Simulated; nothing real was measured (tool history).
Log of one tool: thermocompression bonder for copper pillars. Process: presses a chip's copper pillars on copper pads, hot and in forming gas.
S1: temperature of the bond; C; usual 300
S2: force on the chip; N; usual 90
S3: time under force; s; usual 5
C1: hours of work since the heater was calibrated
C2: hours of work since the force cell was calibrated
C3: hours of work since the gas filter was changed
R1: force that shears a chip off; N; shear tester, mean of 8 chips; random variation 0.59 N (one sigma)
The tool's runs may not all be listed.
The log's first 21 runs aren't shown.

{"run": 22, "day": 35.775, "S1": 287, "S2": 87, "S3": 7, "C1": 375, "C2": 534, "C3": 294, "R1": 65.4}
{"run": 23, "day": 38.121, "S1": 287, "S2": 82, "S3": 15, "C1": 416, "C2": 575, "C3": 335, "R1": 78}
{"run": 24, "day": 39.25, "S1": 287, "S2": 82, "S3": 15, "C1": 436, "C2": 595, "C3": 355, "R1": 77.8}
{"day": 41.262, "done": "forming gas filter changed"}
{"run": 25, "day": 41.75, "S1": 304, "S2": 126, "S3": 6, "C1": 480, "C2": 638, "C3": 9, "R1": 95.1}
{"run": 26, "day": 43.212, "S1": 305, "S2": 70, "S3": 15, "C1": 505, "C2": 664, "C3": 34, "R1": 85.6}
{"run": 27, "day": 45.171, "S1": 292, "S2": 56, "S3": 12, "C1": 540, "C2": 698, "C3": 69, "R1": 64.1}
{"run": 28, "day": 47.071, "S1": 326, "S2": 127, "S3": 11, "C1": 573, "C2": 732, "C3": 102, "R1": 107.5}
{"run": 29, "day": 48.558, "S1": 326, "S2": 127, "S3": 11, "C1": 599, "C2": 758, "C3": 128, "R1": 106.5}
{"run": 30, "day": 50.396, "S1": 327, "S2": 57, "S3": 8, "C1": 632, "C2": 790, "C3": 160, "R1": 71.6}
{"run": 31, "day": 51.867, "S1": 327, "S2": 57, "S3": 8, "C1": 657, "C2": 816, "C3": 186, "R1": 69.4}
{"run": 32, "day": 53.379, "S1": 326, "S2": 104, "S3": 3, "C1": 684, "C2": 842, "C3": 213, "R1": 77.2}
{"run": 33, "day": 54.492, "S1": 300, "S2": 69, "S3": 3, "C1": 704, "C2": 862, "C3": 232, "R1": 48.7}

4 ways to go on from here, each from the tool as it stands after run 33. What would each give?
{"run": "A", "day": 56.475, "S1": 278, "S2": 105, "S3": 5, "C1": 738, "C2": 897, "C3": 267, "R1": "?"}
{"run": "B", "day": 56.475, "S1": 300, "S2": 99, "S3": 5, "C1": 738, "C2": 897, "C3": 267, "R1": "?"}
{"run": "C", "day": 56.475, "S1": 273, "S2": 90, "S3": 14, "C1": 738, "C2": 897, "C3": 267, "R1": "?"}
{"run": "D", "day": 56.475, "S1": 300, "S2": 69, "S3": 4, "C1": 738, "C2": 897, "C3": 267, "R1": "?"}

run=A R1=68.1
run=B R1=74.2
run=C R1=78.8
run=D R1=53.9
Without the tool's hidden state the same runs would have given:
run=A R1=65.6
run=B R1=72.7
run=C R1=77.2
run=D R1=51.4
